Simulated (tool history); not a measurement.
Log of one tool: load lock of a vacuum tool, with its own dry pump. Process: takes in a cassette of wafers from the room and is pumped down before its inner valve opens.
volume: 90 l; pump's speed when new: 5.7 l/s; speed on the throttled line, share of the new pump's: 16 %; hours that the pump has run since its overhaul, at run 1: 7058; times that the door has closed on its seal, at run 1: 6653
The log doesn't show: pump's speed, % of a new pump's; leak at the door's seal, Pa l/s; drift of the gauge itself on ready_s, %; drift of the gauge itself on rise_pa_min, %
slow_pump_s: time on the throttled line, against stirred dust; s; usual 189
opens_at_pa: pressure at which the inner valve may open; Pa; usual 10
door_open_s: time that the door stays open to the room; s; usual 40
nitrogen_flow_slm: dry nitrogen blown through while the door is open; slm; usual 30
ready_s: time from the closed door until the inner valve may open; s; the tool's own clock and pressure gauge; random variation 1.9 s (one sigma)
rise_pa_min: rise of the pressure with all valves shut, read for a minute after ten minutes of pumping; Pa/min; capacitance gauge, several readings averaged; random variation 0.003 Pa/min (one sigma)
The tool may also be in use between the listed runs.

run,hour,slow_pump_s,opens_at_pa,door_open_s,nitrogen_flow_slm,hours that the pump has run since its overhaul,times that the door has closed on its seal,"incoming humidity of the room's air, %",ready_s,rise_pa_min
1,0,189,10,40,30,7058,6653,44.2,304.7,0.009
2,136.6,189,13,40,30,7195,6960,48.2,304.3,0.007
3,293.1,189,10,40,30,7351,7312,43,305.9,0.007
4,407.2,189,10,40,30,7465,7569,45.5,305.5,0.006
5,564.1,189,10,40,30,7622,7922,45.4,304.7,0.01
6,699.8,189,10,40,30,7758,8227,42.6,303.4,0.008
7,772,189,10,40,23,7830,8390,44.8,308.6,0.012
8,888.4,189,10,40,30,7946,8652,44.4,311.6,0.011
9,1022.4,157,10,40,30,8080,8953,47.8,279.3,0.008
10,1153.5,157,10,40,30,8212,9248,45.8,280.6,0.009
11,1265.1,157,10,40,30,8323,9500,40.5,277.6,0.011
12,1357.5,157,10,40,30,8415,9707,41.8,278,0.005
13,1441,157,10,40,30,8499,9895,45.1,277.5,0.007
14,1510.6,304,17,237,20,8569,10052,44.5,390.1,0.032
15,1597.3,304,17,237,20,8655,10247,43.8,394.2,0.033
16,1748.7,304,17,237,20,8807,10588,43.3,393.3,0.03
17,1841.5,235,10,83,44,8899,10797,46.1,345.4,0.007
18,1929,204,10,40,30,8987,10993,42.8,316.9,0.012
19,2054.4,191,9,40,25,9112,11276,44.9,311.4,0.011

Forecast run 20:
20,2153.8,320,19,40,30,9212,11499,46.6,?,?

Run 20 gave ready_s 400.6 s, rise_pa_min 0.011 Pa/min.
Without the tool's hidden state the same run would have given ready_s 400.6 s, rise_pa_min 0.011 Pa/min.

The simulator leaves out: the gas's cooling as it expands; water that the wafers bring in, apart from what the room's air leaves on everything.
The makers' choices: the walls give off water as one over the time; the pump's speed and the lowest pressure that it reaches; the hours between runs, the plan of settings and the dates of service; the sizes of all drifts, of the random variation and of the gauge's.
